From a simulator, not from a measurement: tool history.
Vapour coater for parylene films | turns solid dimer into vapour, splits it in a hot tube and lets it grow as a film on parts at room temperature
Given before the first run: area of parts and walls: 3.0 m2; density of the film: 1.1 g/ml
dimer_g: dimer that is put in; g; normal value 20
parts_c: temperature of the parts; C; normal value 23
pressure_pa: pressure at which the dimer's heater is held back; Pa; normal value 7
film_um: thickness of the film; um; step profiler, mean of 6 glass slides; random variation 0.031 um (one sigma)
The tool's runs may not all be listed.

Run 1, day 0: usual settings. Result: film_um 2.89 um.
Run 2, day 2.058: usual settings. Result: film_um 2.93 um.
Run 3, day 3.146: usual settings but dimer_g 32 g. Result: film_um 4.6 um.
Run 4, day 4.208: usual settings. Result: film_um 2.92 um.
Run 5, day 5.621: usual settings but pressure_pa 2.04 Pa. Result: film_um 3.23 um.
Run 6, day 6.904: usual settings but dimer_g 13 g. Result: film_um 1.89 um.
Run 7, day 8.317: usual settings but dimer_g 13 g. Result: film_um 1.91 um.
Run 8, day 9.996: usual settings but dimer_g 13 g. Result: film_um 1.86 um.
Run 9, day 11.988: usual settings but dimer_g 13 g. Result: film_um 1.85 um.
Run 10, day 13.746: usual settings but dimer_g 13 g. Result: film_um 1.86 um.
At day 14.162: trap's valve overhauled.
Run 11, day 15.542: usual settings but dimer_g 13 g. Result: film_um 1.9 um.
Run 12, day 17.817: usual settings but dimer_g 13 g. Result: film_um 1.89 um.
Run 13, day 20.146: usual settings. Result: film_um 2.87 um.
Run 14, day 21.804: usual settings but dimer_g 10 g. Result: film_um 1.46 um.
Run 15, day 23.688: usual settings but dimer_g 27 g. Result: film_um 3.89 um.
Run 16, day 24.654: usual settings but dimer_g 10 g. Result: film_um 1.46 um.
Run 17, day 25.708: usual settings. Result: film_um 2.88 um.
Run 18, day 26.788: usual settings. Result: film_um 2.88 um.
Run 19, day 28.942: usual settings. Result: film_um 2.87 um.

For run 20, what comes out?
Run 20, day 31.308: usual settings but dimer_g 32 g, parts_c 21 C, pressure_pa 9.04 Pa. Result: film_um ?.

film_um: 4.74 um
With the hidden condition absent and the run-to-run variation left alone, this run would have shown film_um 4.76 um.
